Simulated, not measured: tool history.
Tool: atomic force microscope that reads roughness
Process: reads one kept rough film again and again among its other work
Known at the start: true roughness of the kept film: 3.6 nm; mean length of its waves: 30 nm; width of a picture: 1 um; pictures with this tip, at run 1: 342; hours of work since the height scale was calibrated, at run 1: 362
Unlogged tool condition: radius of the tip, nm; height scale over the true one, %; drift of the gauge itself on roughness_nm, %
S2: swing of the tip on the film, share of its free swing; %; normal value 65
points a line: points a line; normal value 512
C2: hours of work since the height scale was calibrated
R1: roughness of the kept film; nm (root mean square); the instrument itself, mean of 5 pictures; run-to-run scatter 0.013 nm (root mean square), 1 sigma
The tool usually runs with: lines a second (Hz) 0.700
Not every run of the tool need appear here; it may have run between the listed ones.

Run 1, day 0.000: usual settings; pictures with this tip 342; C2 362. Result: R1 2.669 nm (root mean square).
Run 2, day 0.492: usual settings but points a line 845; pictures with this tip 354; C2 367. Result: R1 2.675 nm (root mean square).
Run 3, day 1.192: usual settings but S2 78 %, points a line 845; pictures with this tip 371; C2 375. Result: R1 2.541 nm (root mean square).
At day 2.033: new tip fitted.
Run 4, day 2.283: usual settings but S2 78 %, points a line 845; pictures with this tip 6; C2 386. Result: R1 2.984 nm (root mean square).
Run 5, day 3.317: usual settings but points a line 591; pictures with this tip 32; C2 397. Result: R1 3.083 nm (root mean square).
Run 6, day 3.792: usual settings; pictures with this tip 44; C2 402. Result: R1 3.059 nm (root mean square).
Run 7, day 4.600: usual settings; pictures with this tip 64; C2 410. Result: R1 3.013 nm (root mean square).
Run 8, day 5.404: usual settings; pictures with this tip 84; C2 419. Result: R1 2.986 nm (root mean square).
Run 9, day 6.300: usual settings but points a line 259; pictures with this tip 107; C2 428. Result: R1 2.943 nm (root mean square).
Run 10, day 6.967: usual settings but points a line 499; pictures with this tip 124; C2 435. Result: R1 2.924 nm (root mean square).
Run 11, day 7.717: usual settings but points a line 731; pictures with this tip 142; C2 443. Result: R1 2.905 nm (root mean square).
Run 12, day 8.658: usual settings but lines a second (Hz) 2.312, points a line 387; pictures with this tip 166; C2 453. Result: R1 2.661 nm (root mean square).
Run 13, day 9.729: usual settings but lines a second (Hz) 2.312, points a line 387; pictures with this tip 193; C2 464. Result: R1 2.613 nm (root mean square).
Run 14, day 10.383: usual settings but lines a second (Hz) 3.468, S2 84 %, points a line 400; pictures with this tip 209; C2 471. Result: R1 1.967 nm (root mean square).
Run 15, day 11.379: usual settings but lines a second (Hz) 3.468, S2 84 %, points a line 400; pictures with this tip 234; C2 481. Result: R1 1.952 nm (root mean square).
Run 16, day 12.183: usual settings but S2 59 %; pictures with this tip 254; C2 490. Result: R1 2.774 nm (root mean square).
Run 17, day 13.067: usual settings but lines a second (Hz) 3.426, S2 57 %, points a line 514; pictures with this tip 276; C2 499. Result: R1 2.565 nm (root mean square).
Run 18, day 14.083: usual settings but lines a second (Hz) 3.426, S2 57 %, points a line 514; pictures with this tip 302; C2 510. Result: R1 2.572 nm (root mean square).
Run 19, day 14.583: usual settings but lines a second (Hz) 2.637, points a line 474; pictures with this tip 314; C2 515. Result: R1 2.487 nm (root mean square).
Run 20, day 15.050: usual settings but lines a second (Hz) 2.637, points a line 626; pictures with this tip 326; C2 520. Result: R1 2.463 nm (root mean square).

Here are 4 independent what-if runs from the current tool condition. What would each one return?
Run A, day 15.571: usual settings but lines a second (Hz) 3.916, S2 57 %; pictures with this tip 339; C2 525. Result: R1 ?.
Run B, day 15.571: usual settings but lines a second (Hz) 1.715, points a line 963; pictures with this tip 339; C2 525. Result: R1 ?.
Run C, day 15.571: usual settings but lines a second (Hz) 2.637, S2 69 %, points a line 938; pictures with this tip 339; C2 525. Result: R1 ?.
Run D, day 15.571: usual settings but lines a second (Hz) 2.637, points a line 697; pictures with this tip 339; C2 525. Result: R1 ?.

run     R1
  A  2.471
  B  2.558
  C  2.382
  D  2.435
Had the tool no hidden state, the same runs would have come out as:
run     R1
  A  2.887
  B  2.988
  C  2.783
  D  2.844
